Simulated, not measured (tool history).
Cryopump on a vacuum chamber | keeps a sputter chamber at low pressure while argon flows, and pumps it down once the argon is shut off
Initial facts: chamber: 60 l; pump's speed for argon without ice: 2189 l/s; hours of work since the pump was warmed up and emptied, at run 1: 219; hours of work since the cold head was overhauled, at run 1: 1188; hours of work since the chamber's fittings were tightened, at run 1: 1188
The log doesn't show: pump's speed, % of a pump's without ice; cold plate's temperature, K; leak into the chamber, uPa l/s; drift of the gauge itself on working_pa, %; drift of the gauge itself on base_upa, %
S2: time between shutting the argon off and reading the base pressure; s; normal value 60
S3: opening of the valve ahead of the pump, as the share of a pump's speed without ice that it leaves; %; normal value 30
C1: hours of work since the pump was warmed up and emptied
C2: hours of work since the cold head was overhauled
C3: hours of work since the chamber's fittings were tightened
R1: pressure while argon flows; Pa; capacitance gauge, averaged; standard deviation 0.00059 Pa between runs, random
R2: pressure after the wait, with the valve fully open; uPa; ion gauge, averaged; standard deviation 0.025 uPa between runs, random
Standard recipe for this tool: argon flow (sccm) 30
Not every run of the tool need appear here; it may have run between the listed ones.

run 1 hour=0.0 | argon_flow_(sccm)=30 S2=60 S3=30 | C1=219 C2=1188 C3=1188 | R1=0.0800 R2=2.67
run 2 hour=21.8 | argon_flow_(sccm)=30 S2=60 S3=30 | C1=236 C2=1205 C3=1205 | R1=0.0807 R2=2.67
run 3 hour=60.6 | argon_flow_(sccm)=30 S2=60 S3=15 | C1=265 C2=1235 C3=1235 | R1=0.1565 R2=2.73
-- hour=68.7 leaking fittings of the chamber tightened, without venting
run 4 hour=85.0 | argon_flow_(sccm)=30 S2=60 S3=15 | C1=283 C2=1252 C3=12 | R1=0.1570 R2=1.11
run 5 hour=109.1 | argon_flow_(sccm)=30 S2=60 S3=30 | C1=301 C2=1270 C3=31 | R1=0.0805 R2=1.08
run 6 hour=138.2 | argon_flow_(sccm)=30 S2=60 S3=32 | C1=323 C2=1292 C3=53 | R1=0.0745 R2=1.17
run 7 hour=179.2 | argon_flow_(sccm)=30 S2=60 S3=32 | C1=355 C2=1324 C3=84 | R1=0.0760 R2=1.16
run 8 hour=220.9 | argon_flow_(sccm)=30 S2=60 S3=32 | C1=386 C2=1356 C3=116 | R1=0.0761 R2=1.20
run 9 hour=263.5 | argon_flow_(sccm)=30 S2=60 S3=32 | C1=419 C2=1388 C3=149 | R1=0.0782 R2=1.33
run 10 hour=287.4 | argon_flow_(sccm)=30 S2=60 S3=32 | C1=437 C2=1406 C3=167 | R1=0.0776 R2=1.29
run 11 hour=321.5 | argon_flow_(sccm)=30 S2=60 S3=30 | C1=463 C2=1432 C3=193 | R1=0.0814 R2=1.41
run 12 hour=355.1 | argon_flow_(sccm)=30 S2=179 S3=30 | C1=489 C2=1458 C3=219 | R1=0.0825 R2=0.83
run 13 hour=378.2 | argon_flow_(sccm)=30 S2=60 S3=30 | C1=506 C2=1476 C3=236 | R1=0.0817 R2=1.39
run 14 hour=414.5 | argon_flow_(sccm)=30 S2=109 S3=30 | C1=534 C2=1503 C3=264 | R1=0.0830 R2=1.08
run 15 hour=454.4 | argon_flow_(sccm)=30 S2=109 S3=30 | C1=565 C2=1534 C3=295 | R1=0.0841 R2=1.13
run 16 hour=503.9 | argon_flow_(sccm)=30 S2=109 S3=30 | C1=602 C2=1572 C3=332 | R1=0.0835 R2=1.21
run 17 hour=526.3 | argon_flow_(sccm)=30 S2=109 S3=30 | C1=620 C2=1589 C3=349 | R1=0.0843 R2=1.21
run 18 hour=574.6 | argon_flow_(sccm)=30 S2=109 S3=30 | C1=656 C2=1626 C3=386 | R1=0.0837 R2=1.31
run 19 hour=602.3 | argon_flow_(sccm)=48 S2=107 S3=18 | C1=678 C2=1647 C3=407 | R1=0.2185 R2=1.31
run 20 hour=624.1 | argon_flow_(sccm)=35 S2=107 S3=43 | C1=694 C2=1663 C3=424 | R1=0.0708 R2=1.37
run 21 hour=646.7 | argon_flow_(sccm)=18 S2=26 S3=23 | C1=712 C2=1681 C3=441 | R1=0.0669 R2=2.96
run 22 hour=696.8 | argon_flow_(sccm)=18 S2=26 S3=23 | C1=750 C2=1719 C3=480 | R1=0.0661 R2=3.06
run 23 hour=725.2 | argon_flow_(sccm)=18 S2=26 S3=23 | C1=771 C2=1741 C3=501 | R1=0.0647 R2=3.10
run 24 hour=749.2 | argon_flow_(sccm)=18 S2=26 S3=23 | C1=790 C2=1759 C3=520 | R1=0.0656 R2=3.13
run 25 hour=784.1 | argon_flow_(sccm)=18 S2=26 S3=44 | C1=816 C2=1786 C3=546 | R1=0.0379 R2=3.15
run 26 hour=826.4 | argon_flow_(sccm)=26 S2=269 S3=33 | C1=849 C2=1818 C3=579 | R1=0.0693 R2=1.39
run 27 hour=848.8 | argon_flow_(sccm)=46 S2=60 S3=30 | C1=866 C2=1835 C3=596 | R1=0.1340 R2=2.18
run 28 hour=898.1 | argon_flow_(sccm)=20 S2=29 S3=18 | C1=904 C2=1873 C3=633 | R1=0.0932 R2=3.14
run 29 hour=919.5 | argon_flow_(sccm)=20 S2=29 S3=18 | C1=920 C2=1889 C3=650 | R1=0.0934 R2=3.19
-- hour=935.4 pump warmed up, emptied and cooled again
run 30 hour=971.0 | argon_flow_(sccm)=50 S2=29 S3=25 | C1=27 C2=1925 C3=685 | R1=0.1550 R2=2.85
run 31 hour=1012.2 | argon_flow_(sccm)=50 S2=164 S3=25 | C1=59 C2=1956 C3=717 | R1=0.1561 R2=1.44

Difference, measured minus no-hidden-state, one row per run. Run-to-run variation is common to both terms; the gauge's own scatter need not be:
run=1 R1=+0.0026 R2=+1.65
run=2 R1=+0.0027 R2=+1.69
run=3 R1=+0.0029 R2=+1.72
run=4 R1=+0.0032 R2=+0.06
run=5 R1=+0.0033 R2=+0.10
run=6 R1=+0.0035 R2=+0.12
run=7 R1=+0.0038 R2=+0.17
run=8 R1=+0.0041 R2=+0.22
run=9 R1=+0.0045 R2=+0.29
run=10 R1=+0.0046 R2=+0.30
run=11 R1=+0.0049 R2=+0.35
run=12 R1=+0.0052 R2=+0.39
run=13 R1=+0.0053 R2=+0.41
run=14 R1=+0.0057 R2=+0.47
run=15 R1=+0.0060 R2=+0.53
run=16 R1=+0.0065 R2=+0.59
run=17 R1=+0.0067 R2=+0.62
run=18 R1=+0.0070 R2=+0.71
run=19 R1=+0.0118 R2=+0.72
run=20 R1=+0.0088 R2=+0.76
run=21 R1=+0.0046 R2=+0.80
run=22 R1=+0.0049 R2=+0.88
run=23 R1=+0.0050 R2=+0.94
run=24 R1=+0.0053 R2=+0.97
run=25 R1=+0.0055 R2=+1.01
run=26 R1=+0.0083 R2=+1.07
run=27 R1=+0.0150 R2=+1.14
run=28 R1=+0.0069 R2=+1.22
run=29 R1=+0.0070 R2=+1.25
run=30 R1=+0.0019 R2=+0.91
run=31 R1=+0.0023 R2=+0.96
